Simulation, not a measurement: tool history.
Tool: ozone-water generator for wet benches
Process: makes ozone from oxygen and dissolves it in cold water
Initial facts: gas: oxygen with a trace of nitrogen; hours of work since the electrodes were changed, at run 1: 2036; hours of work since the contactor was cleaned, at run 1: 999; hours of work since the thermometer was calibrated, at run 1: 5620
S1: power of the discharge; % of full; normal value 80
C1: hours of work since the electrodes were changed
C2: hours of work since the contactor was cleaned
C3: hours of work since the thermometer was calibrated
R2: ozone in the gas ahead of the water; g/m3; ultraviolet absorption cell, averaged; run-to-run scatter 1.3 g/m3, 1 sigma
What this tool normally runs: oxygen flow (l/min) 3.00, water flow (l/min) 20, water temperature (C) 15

Run 1, day 0.000: usual settings; C1 2036; C2 999; C3 5620. Result: dissolved ozone (ppm) 19.1, R2 224.3 g/m3.
Run 2, day 6.212: usual settings; C1 2175; C2 1139; C3 5759. Result: dissolved ozone (ppm) 18.4, R2 222.3 g/m3.
Run 3, day 11.800: usual settings; C1 2300; C2 1264; C3 5884. Result: dissolved ozone (ppm) 18.7, R2 223.0 g/m3.
Run 4, day 15.762: usual settings; C1 2389; C2 1353; C3 5973. Result: dissolved ozone (ppm) 18.7, R2 221.2 g/m3.
At day 16.583: water thermometer calibrated.
Run 5, day 18.583: usual settings; C1 2452; C2 1415; C3 45. Result: dissolved ozone (ppm) 18.9, R2 221.4 g/m3.
Run 6, day 23.000: usual settings; C1 2551; C2 1514; C3 144. Result: dissolved ozone (ppm) 18.8, R2 222.8 g/m3.
Run 7, day 28.246: usual settings; C1 2668; C2 1632; C3 261. Result: dissolved ozone (ppm) 18.9, R2 220.6 g/m3.
Run 8, day 31.288: usual settings but oxygen flow (l/min) 4.90; C1 2736; C2 1700; C3 330. Result: dissolved ozone (ppm) 21.0, R2 183.6 g/m3.
Run 9, day 35.042: usual settings but oxygen flow (l/min) 2.26; C1 2820; C2 1784; C3 414. Result: dissolved ozone (ppm) 17.0, R2 246.3 g/m3.
Run 10, day 39.838: usual settings but oxygen flow (l/min) 2.26; C1 2928; C2 1892; C3 521. Result: dissolved ozone (ppm) 16.8, R2 248.0 g/m3.
Run 11, day 43.058: usual settings but water flow (l/min) 13; C1 3000; C2 1964; C3 593. Result: dissolved ozone (ppm) 27.6, R2 220.0 g/m3.
Run 12, day 47.754: usual settings but S1 71 % of full; C1 3105; C2 2069; C3 699. Result: dissolved ozone (ppm) 17.0, R2 201.4 g/m3.
Run 13, day 53.312: usual settings but S1 59 % of full; C1 3230; C2 2194; C3 823. Result: dissolved ozone (ppm) 14.9, R2 176.7 g/m3.
Run 14, day 58.192: usual settings but S1 59 % of full; C1 3339; C2 2303; C3 932. Result: dissolved ozone (ppm) 14.8, R2 177.4 g/m3.
Run 15, day 64.367: usual settings; C1 3478; C2 2441; C3 1071. Result: dissolved ozone (ppm) 18.4, R2 219.8 g/m3.
Run 16, day 67.862: usual settings; C1 3556; C2 2520; C3 1149. Result: dissolved ozone (ppm) 18.4, R2 217.8 g/m3.
Run 17, day 72.167: usual settings but S1 57 % of full, oxygen flow (l/min) 2.72, water temperature (C) 10; C1 3652; C2 2616; C3 1246. Result: dissolved ozone (ppm) 14.4, R2 178.9 g/m3.
Run 18, day 75.233: usual settings but S1 57 % of full, oxygen flow (l/min) 2.72, water flow (l/min) 16, water temperature (C) 14; C1 3721; C2 2685; C3 1314. Result: dissolved ozone (ppm) 17.3, R2 177.7 g/m3.
Run 19, day 80.883: usual settings but S1 57 % of full, oxygen flow (l/min) 2.72, water flow (l/min) 16; C1 3848; C2 2812; C3 1441. Result: dissolved ozone (ppm) 17.3, R2 177.9 g/m3.
Run 20, day 83.792: usual settings but S1 63 % of full, oxygen flow (l/min) 4.75, water flow (l/min) 16; C1 3913; C2 2877; C3 1506. Result: dissolved ozone (ppm) 20.8, R2 152.6 g/m3.
Run 21, day 88.300: usual settings but S1 52 % of full, oxygen flow (l/min) 1.55, water flow (l/min) 18, water temperature (C) 19; C1 4014; C2 2978; C3 1607. Result: dissolved ozone (ppm) 11.7, R2 208.5 g/m3.
Run 22, day 92.175: usual settings but oxygen flow (l/min) 4.78, water flow (l/min) 16, water temperature (C) 7; C1 4101; C2 3065; C3 1694. Result: dissolved ozone (ppm) 27.3, R2 179.6 g/m3.
Run 23, day 95.775: usual settings but oxygen flow (l/min) 3.02; C1 4182; C2 3145; C3 1775. Result: dissolved ozone (ppm) 18.2, R2 216.8 g/m3.
Run 24, day 98.608: usual settings but oxygen flow (l/min) 1.87, water temperature (C) 22; C1 4245; C2 3209; C3 1838. Result: dissolved ozone (ppm) 14.7, R2 263.7 g/m3.
Run 25, day 104.162: usual settings but S1 83 % of full, oxygen flow (l/min) 4.77, water flow (l/min) 17; C1 4370; C2 3333; C3 1963. Result: dissolved ozone (ppm) 24.0, R2 181.3 g/m3.
Run 26, day 107.571: usual settings but S1 67 % of full, oxygen flow (l/min) 1.93, water flow (l/min) 17, water temperature (C) 9; C1 4446; C2 3410; C3 2039. Result: dissolved ozone (ppm) 16.9, R2 227.1 g/m3.
Run 27, day 110.654: usual settings but S1 67 % of full, oxygen flow (l/min) 1.93, water flow (l/min) 17, water temperature (C) 9; C1 4515; C2 3479; C3 2108. Result: dissolved ozone (ppm) 17.1, R2 227.6 g/m3.
Run 28, day 116.758: usual settings but S1 46 % of full, oxygen flow (l/min) 1.93, water flow (l/min) 17, water temperature (C) 9; C1 4652; C2 3616; C3 2245. Result: dissolved ozone (ppm) 13.2, R2 175.6 g/m3.
Run 29, day 120.342: usual settings but S1 47 % of full, water flow (l/min) 19, water temperature (C) 22; C1 4732; C2 3696; C3 2325. Result: dissolved ozone (ppm) 12.0, R2 146.9 g/m3.
Run 30, day 124.938: usual settings but S1 58 % of full, oxygen flow (l/min) 3.66, water flow (l/min) 29, water temperature (C) 22; C1 4835; C2 3799; C3 2428. Result: dissolved ozone (ppm) 9.5, R2 156.7 g/m3.
Run 31, day 128.875: usual settings but water flow (l/min) 18; C1 4923; C2 3887; C3 2516. Result: dissolved ozone (ppm) 19.5, R2 214.3 g/m3.
Run 32, day 133.967: usual settings but S1 92 % of full, oxygen flow (l/min) 1.86, water flow (l/min) 22; C1 5037; C2 4001; C3 2631. Result: dissolved ozone (ppm) 15.0, R2 283.6 g/m3.

Take each entry between the runs: how does the hidden state at the last listed run before it differ from the hidden state at the first listed run after it?
After run 4, before run 5: water thermometer calibrated (day 16.583)
  yield of the discharge, % of new electrodes': 96.4 -> 96.3; contactor's efficiency, % of a clean one's: 96.3 -> 96.2; true water temperature over the reading, C: 0.53 -> 0.04
  measured less the result without the state, dissolved ozone (ppm): -1.2 -> -1.1; R2: -9.2 -> -9.4 g/m3
